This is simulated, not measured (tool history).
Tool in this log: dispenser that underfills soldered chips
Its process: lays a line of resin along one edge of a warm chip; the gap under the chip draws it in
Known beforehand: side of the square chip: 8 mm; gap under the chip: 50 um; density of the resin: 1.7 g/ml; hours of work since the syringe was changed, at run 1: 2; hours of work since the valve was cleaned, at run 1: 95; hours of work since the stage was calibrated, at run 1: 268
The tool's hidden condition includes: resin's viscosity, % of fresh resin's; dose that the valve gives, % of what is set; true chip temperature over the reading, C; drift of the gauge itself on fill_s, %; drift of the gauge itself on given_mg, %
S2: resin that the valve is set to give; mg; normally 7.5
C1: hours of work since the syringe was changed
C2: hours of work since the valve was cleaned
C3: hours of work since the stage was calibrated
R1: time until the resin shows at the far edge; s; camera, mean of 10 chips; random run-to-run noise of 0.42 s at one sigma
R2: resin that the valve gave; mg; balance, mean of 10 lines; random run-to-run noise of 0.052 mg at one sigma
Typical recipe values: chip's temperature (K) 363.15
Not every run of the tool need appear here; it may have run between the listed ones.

run 1 hour=0 | chip's_temperature_(K)=363.15 S2=7.5 | C1=2 C2=95 C3=268 | R1=36.3 R2=6.93
-- hour=8.3 new syringe of resin
run 2 hour=9.7 | chip's_temperature_(K)=363.15 S2=7.5 | C1=1 C2=102 C3=275 | R1=34.2 R2=6.92
-- hour=19 new syringe of resin
run 3 hour=22.1 | chip's_temperature_(K)=371.15 S2=7.5 | C1=2 C2=110 C3=283 | R1=28 R2=6.87
-- hour=29.9 new syringe of resin
run 4 hour=34.2 | chip's_temperature_(K)=363.15 S2=7.5 | C1=3 C2=118 C3=291 | R1=41 R2=6.68
-- hour=40.7 new syringe of resin
run 5 hour=43.1 | chip's_temperature_(K)=363.15 S2=7.5 | C1=2 C2=124 C3=297 | R1=36.5 R2=6.72
run 6 hour=50.5 | chip's_temperature_(K)=363.15 S2=7.5 | C1=7 C2=129 C3=302 | R1=57.2 R2=6.77
-- hour=51.5 new syringe of resin
-- hour=61.3 dispensing valve cleaned and set on the balance
run 7 hour=62.4 | chip's_temperature_(K)=349.15 S2=7.24 | C1=7 C2=1 C3=309 | R1=93.5 R2=7.32
-- hour=63.9 new syringe of resin
run 8 hour=70.5 | chip's_temperature_(K)=349.15 S2=7.24 | C1=5 C2=6 C3=315 | R1=79.2 R2=7.19
-- hour=75.1 new syringe of resin
run 9 hour=79.8 | chip's_temperature_(K)=349.15 S2=8.7 | C1=3 C2=12 C3=321 | R1=67 R2=8.64
run 10 hour=85.2 | chip's_temperature_(K)=357.15 S2=7 | C1=7 C2=16 C3=324 | R1=71.6 R2=6.98
-- hour=86.5 new syringe of resin
run 11 hour=95.8 | chip's_temperature_(K)=357.15 S2=7 | C1=6 C2=23 C3=331 | R1=70.5 R2=6.87
-- hour=98.2 new syringe of resin
run 12 hour=106.2 | chip's_temperature_(K)=377.15 S2=9.34 | C1=6 C2=30 C3=338 | R1=29.6 R2=9.1

3 ways to go on from here, each from the tool as it stands after run 12. What would each give?
-- hour=109.3 new syringe of resin
run A hour=115.5 | chip's_temperature_(K)=364.15 S2=7.91 | C1=4 C2=36 C3=344 | R1=? R2=?
-- hour=109.3 new syringe of resin
run B hour=115.5 | chip's_temperature_(K)=376.15 S2=8.27 | C1=4 C2=36 C3=344 | R1=? R2=?
-- hour=109.3 new syringe of resin
run C hour=115.5 | chip's_temperature_(K)=373.15 S2=8.85 | C1=4 C2=36 C3=344 | R1=? R2=?

run=A R1=43.9 R2=7.67
run=B R1=29.6 R2=8.1
run=C R1=30.6 R2=8.56
Had the tool no hidden state, the same runs would have come out as:
run=A R1=27.9 R2=7.89
run=B R1=19.1 R2=8.33
run=C R1=19.5 R2=8.8
